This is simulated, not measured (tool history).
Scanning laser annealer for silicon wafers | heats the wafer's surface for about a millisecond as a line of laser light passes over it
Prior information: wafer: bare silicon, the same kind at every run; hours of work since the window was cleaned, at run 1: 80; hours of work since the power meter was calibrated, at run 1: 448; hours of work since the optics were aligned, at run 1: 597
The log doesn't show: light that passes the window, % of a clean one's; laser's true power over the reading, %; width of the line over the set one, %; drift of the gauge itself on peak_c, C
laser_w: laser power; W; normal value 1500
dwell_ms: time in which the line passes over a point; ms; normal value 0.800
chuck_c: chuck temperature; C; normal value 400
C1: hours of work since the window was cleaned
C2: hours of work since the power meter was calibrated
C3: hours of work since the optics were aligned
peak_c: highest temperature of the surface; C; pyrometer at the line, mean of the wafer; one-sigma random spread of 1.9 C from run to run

{"run": 1, "hour": 0.0, "laser_w": 1500, "dwell_ms": 0.8, "chuck_c": 400, "C1": 80, "C2": 448, "C3": 597, "peak_c": 1225}
{"run": 2, "hour": 16.0, "laser_w": 1500, "dwell_ms": 0.8, "chuck_c": 400, "C1": 91, "C2": 459, "C3": 609, "peak_c": 1221}
{"run": 3, "hour": 29.3, "laser_w": 1500, "dwell_ms": 0.8, "chuck_c": 400, "C1": 101, "C2": 468, "C3": 618, "peak_c": 1220}
{"run": 4, "hour": 51.7, "laser_w": 1420, "dwell_ms": 0.8, "chuck_c": 400, "C1": 116, "C2": 484, "C3": 634, "peak_c": 1169}
{"run": 5, "hour": 79.7, "laser_w": 1420, "dwell_ms": 0.8, "chuck_c": 400, "C1": 136, "C2": 504, "C3": 654, "peak_c": 1170}
{"run": 6, "hour": 101.6, "laser_w": 1500, "dwell_ms": 0.8, "chuck_c": 400, "C1": 152, "C2": 519, "C3": 669, "peak_c": 1217}
{"run": 7, "hour": 119.2, "laser_w": 1500, "dwell_ms": 0.8, "chuck_c": 400, "C1": 164, "C2": 532, "C3": 681, "peak_c": 1215}
{"run": 8, "hour": 140.7, "laser_w": 1500, "dwell_ms": 0.8, "chuck_c": 400, "C1": 179, "C2": 547, "C3": 697, "peak_c": 1214}
{"run": 9, "hour": 160.1, "laser_w": 1584, "dwell_ms": 0.8, "chuck_c": 400, "C1": 193, "C2": 561, "C3": 710, "peak_c": 1263}
{"run": 10, "hour": 178.8, "laser_w": 1476, "dwell_ms": 0.8, "chuck_c": 400, "C1": 206, "C2": 574, "C3": 724, "peak_c": 1197}
{"run": 11, "hour": 198.0, "laser_w": 1500, "dwell_ms": 0.8, "chuck_c": 400, "C1": 220, "C2": 587, "C3": 737, "peak_c": 1210}
{"hour": 202.6, "done": "window over the wafer cleaned"}
{"run": 12, "hour": 228.9, "laser_w": 1500, "dwell_ms": 0.8, "chuck_c": 400, "C1": 19, "C2": 608, "C3": 757, "peak_c": 1208}
{"run": 13, "hour": 258.3, "laser_w": 1500, "dwell_ms": 0.8, "chuck_c": 400, "C1": 39, "C2": 628, "C3": 778, "peak_c": 1205}
{"run": 14, "hour": 286.7, "laser_w": 1607, "dwell_ms": 0.8, "chuck_c": 400, "C1": 59, "C2": 648, "C3": 798, "peak_c": 1265}
{"run": 15, "hour": 306.1, "laser_w": 1500, "dwell_ms": 0.627, "chuck_c": 400, "C1": 73, "C2": 662, "C3": 812, "peak_c": 1092}
{"hour": 324.3, "done": "window over the wafer cleaned, once more"}
{"run": 16, "hour": 324.4, "laser_w": 1500, "dwell_ms": 0.627, "chuck_c": 400, "C1": 0, "C2": 674, "C3": 823, "peak_c": 1113}
{"run": 17, "hour": 347.0, "laser_w": 1500, "dwell_ms": 0.8, "chuck_c": 400, "C1": 16, "C2": 690, "C3": 839, "peak_c": 1223}
{"run": 18, "hour": 366.6, "laser_w": 1500, "dwell_ms": 0.561, "chuck_c": 400, "C1": 30, "C2": 703, "C3": 853, "peak_c": 1067}
{"run": 19, "hour": 390.7, "laser_w": 1500, "dwell_ms": 0.8, "chuck_c": 400, "C1": 47, "C2": 720, "C3": 870, "peak_c": 1220}
{"run": 20, "hour": 414.0, "laser_w": 1500, "dwell_ms": 0.8, "chuck_c": 400, "C1": 63, "C2": 737, "C3": 886, "peak_c": 1220}
{"run": 21, "hour": 435.4, "laser_w": 1480, "dwell_ms": 0.848, "chuck_c": 400, "C1": 78, "C2": 752, "C3": 902, "peak_c": 1232}
{"run": 22, "hour": 460.6, "laser_w": 1480, "dwell_ms": 0.848, "chuck_c": 400, "C1": 96, "C2": 770, "C3": 919, "peak_c": 1231}
{"run": 23, "hour": 490.6, "laser_w": 1480, "dwell_ms": 0.848, "chuck_c": 400, "C1": 117, "C2": 791, "C3": 940, "peak_c": 1231}
{"run": 24, "hour": 516.6, "laser_w": 1310, "dwell_ms": 0.8, "chuck_c": 378, "C1": 136, "C2": 809, "C3": 959, "peak_c": 1074}
{"run": 25, "hour": 530.9, "laser_w": 1530, "dwell_ms": 0.863, "chuck_c": 390, "C1": 146, "C2": 819, "C3": 969, "peak_c": 1258}
{"run": 26, "hour": 557.4, "laser_w": 1602, "dwell_ms": 0.8, "chuck_c": 400, "C1": 164, "C2": 838, "C3": 988, "peak_c": 1273}
{"run": 27, "hour": 580.5, "laser_w": 1602, "dwell_ms": 0.8, "chuck_c": 400, "C1": 181, "C2": 854, "C3": 1004, "peak_c": 1273}
{"run": 28, "hour": 593.6, "laser_w": 1457, "dwell_ms": 0.996, "chuck_c": 396, "C1": 190, "C2": 863, "C3": 1013, "peak_c": 1284}
{"run": 29, "hour": 619.4, "laser_w": 1457, "dwell_ms": 0.996, "chuck_c": 396, "C1": 208, "C2": 882, "C3": 1031, "peak_c": 1280}
{"run": 30, "hour": 639.5, "laser_w": 1469, "dwell_ms": 0.991, "chuck_c": 400, "C1": 222, "C2": 896, "C3": 1045, "peak_c": 1289}
{"run": 31, "hour": 666.2, "laser_w": 1469, "dwell_ms": 0.991, "chuck_c": 400, "C1": 241, "C2": 914, "C3": 1064, "peak_c": 1291}
{"run": 32, "hour": 691.7, "laser_w": 1500, "dwell_ms": 0.948, "chuck_c": 389, "C1": 259, "C2": 933, "C3": 1082, "peak_c": 1273}
{"run": 33, "hour": 707.5, "laser_w": 1500, "dwell_ms": 0.948, "chuck_c": 389, "C1": 270, "C2": 944, "C3": 1093, "peak_c": 1273}
{"hour": 715.0, "done": "optics aligned, line set to its width"}
{"run": 34, "hour": 725.9, "laser_w": 1532, "dwell_ms": 0.948, "chuck_c": 389, "C1": 280, "C2": 953, "C3": 8, "peak_c": 1310}
{"run": 35, "hour": 754.1, "laser_w": 1532, "dwell_ms": 0.948, "chuck_c": 389, "C1": 299, "C2": 973, "C3": 28, "peak_c": 1309}
{"run": 36, "hour": 780.6, "laser_w": 1383, "dwell_ms": 0.624, "chuck_c": 429, "C1": 318, "C2": 992, "C3": 46, "peak_c": 1071}
{"run": 37, "hour": 809.6, "laser_w": 1468, "dwell_ms": 0.742, "chuck_c": 362, "C1": 339, "C2": 1012, "C3": 67, "peak_c": 1120}
{"run": 38, "hour": 826.1, "laser_w": 1468, "dwell_ms": 0.569, "chuck_c": 427, "C1": 350, "C2": 1024, "C3": 78, "peak_c": 1077}
{"run": 39, "hour": 842.3, "laser_w": 1417, "dwell_ms": 0.804, "chuck_c": 383, "C1": 362, "C2": 1035, "C3": 90, "peak_c": 1142}
{"run": 40, "hour": 873.1, "laser_w": 1500, "dwell_ms": 0.617, "chuck_c": 412, "C1": 383, "C2": 1057, "C3": 111, "peak_c": 1104}

Hidden state or all else? Some run-to-run changes of peak_c, split into what the settings, what came in and random variation would give without the hidden state, and what is left for the hidden state (with any gauge scatter that isn't in both results):
Run 14 -> 15: laser_w 1607 -> 1500, dwell_ms 0.800 -> 0.627. peak_c -173 C: hidden state +8, all else -181.
Run 15 -> 16: window over the wafer cleaned, once more. peak_c +21 C: hidden state +19, all else +2.
Run 24 -> 25: laser_w 1310 -> 1530, dwell_ms 0.800 -> 0.863, chuck_c 378 -> 390. peak_c +184 C: hidden state -7, all else +191.
Run 33 -> 34: laser_w 1500 -> 1532, optics aligned, line set to its width. peak_c +37 C: hidden state +16, all else +21.
Run 35 -> 36: laser_w 1532 -> 1383, dwell_ms 0.948 -> 0.624, chuck_c 389 -> 429. peak_c -238 C: hidden state +8, all else -246.

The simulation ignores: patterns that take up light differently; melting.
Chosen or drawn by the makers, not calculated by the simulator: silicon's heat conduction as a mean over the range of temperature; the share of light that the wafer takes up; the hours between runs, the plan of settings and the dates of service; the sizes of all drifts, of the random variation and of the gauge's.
